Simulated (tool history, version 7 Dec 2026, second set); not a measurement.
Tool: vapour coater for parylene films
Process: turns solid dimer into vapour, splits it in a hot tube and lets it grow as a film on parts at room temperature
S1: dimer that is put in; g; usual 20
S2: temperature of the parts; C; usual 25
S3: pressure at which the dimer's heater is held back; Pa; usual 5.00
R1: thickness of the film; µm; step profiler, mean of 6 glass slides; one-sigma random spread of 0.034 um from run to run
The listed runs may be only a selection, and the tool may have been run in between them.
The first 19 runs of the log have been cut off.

| run | day | S1 | S2 | S3 | R1 |
|---|---|---|---|---|---|
| 20 | 51.450 | 31 | 33 | 3.92 | 4.51 |
|  | 53.429 | table's thermometer calibrated |
| 21 | 54.250 | 31 | 33 | 3.92 | 4.48 |
|  | 56.608 | trap's valve overhauled |
| 22 | 57.446 | 30 | 35 | 3.92 | 4.11 |
| 23 | 59.158 | 17 | 27 | 8.86 | 2.66 |
| 24 | 61.262 | 17 | 27 | 8.86 | 2.63 |
| 25 | 62.725 | 11 | 18 | 3.96 | 2.39 |
| 26 | 65.471 | 11 | 18 | 4.74 | 2.29 |
| 27 | 68.062 | 9 | 29 | 10.55 | 1.34 |
| 28 | 70.292 | 26 | 35 | 4.85 | 3.47 |
| 29 | 73.250 | 25 | 23 | 10.74 | 4.21 |
|  | 74.829 | trap's valve overhauled |
| 30 | 76.875 | 20 | 24 | 5.00 | 3.53 |
| 31 | 80.521 | 31 | 25 | 2.21 | 5.84 |

4 ways to go on from here, each from the tool as it stands after run 31. What would each give?
| A | 82.029 | 20 | 25 | 11.66 | ? |
| B | 82.029 | 8 | 25 | 2.21 | ? |
| C | 82.029 | 20 | 32 | 3.69 | ? |
| D | 82.029 | 31 | 18 | 3.33 | ? |

| run | R1 |
|---|---|
| A | 3.26 |
| B | 1.50 |
| C | 3.02 |
| D | 6.82 |
With no hidden state in the tool, these same runs would have given:
| run | R1 |
|---|---|
| A | 3.26 |
| B | 1.50 |
| C | 3.02 |
| D | 6.82 |

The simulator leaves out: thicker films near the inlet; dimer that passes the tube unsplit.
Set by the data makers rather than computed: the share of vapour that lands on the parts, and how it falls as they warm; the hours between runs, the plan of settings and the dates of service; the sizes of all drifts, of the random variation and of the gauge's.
